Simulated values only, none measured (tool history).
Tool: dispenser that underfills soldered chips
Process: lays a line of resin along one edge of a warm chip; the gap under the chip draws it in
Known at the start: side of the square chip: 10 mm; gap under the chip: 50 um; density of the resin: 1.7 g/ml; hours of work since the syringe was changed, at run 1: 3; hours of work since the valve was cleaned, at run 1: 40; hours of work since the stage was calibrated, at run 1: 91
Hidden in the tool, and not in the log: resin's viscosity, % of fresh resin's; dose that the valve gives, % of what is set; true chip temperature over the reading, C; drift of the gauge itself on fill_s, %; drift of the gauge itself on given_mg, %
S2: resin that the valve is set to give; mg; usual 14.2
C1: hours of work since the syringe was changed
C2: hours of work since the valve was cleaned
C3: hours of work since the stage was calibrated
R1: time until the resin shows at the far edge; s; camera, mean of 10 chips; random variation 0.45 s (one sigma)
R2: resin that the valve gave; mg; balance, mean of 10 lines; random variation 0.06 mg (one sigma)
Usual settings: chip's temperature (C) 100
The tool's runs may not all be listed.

run 1 hour=0 | chip's_temperature_(C)=100 S2=14.2 | C1=3 C2=40 C3=91 | R1=37.9 R2=13.7
run 2 hour=4.6 | chip's_temperature_(C)=100 S2=14.2 | C1=6 C2=43 C3=94 | R1=41.9 R2=13.54
-- hour=5.6 new syringe of resin
-- hour=7.7 dispensing valve cleaned and set on the balance
run 3 hour=9.6 | chip's_temperature_(C)=100 S2=14.2 | C1=2 C2=1 C3=97 | R1=36 R2=14.13
-- hour=17.2 new syringe of resin
run 4 hour=17.5 | chip's_temperature_(C)=100 S2=14.2 | C1=0 C2=6 C3=102 | R1=33.9 R2=14.15
run 5 hour=22.2 | chip's_temperature_(C)=90 S2=14.2 | C1=3 C2=9 C3=105 | R1=58.4 R2=14.01
-- hour=27.6 new syringe of resin
run 6 hour=28.4 | chip's_temperature_(C)=90 S2=14.2 | C1=1 C2=13 C3=108 | R1=55.5 R2=14.03

The next listed run, before its measurement:
run 7 hour=34.7 | chip's_temperature_(C)=90 S2=14.2 | C1=5 C2=17 C3=113 | R1=? R2=?

{"run 7": {"R1": 61.9, "R2": 13.93}}
Without the tool's hidden state the same run would have given R1 52.4 s, R2 14.18 mg.
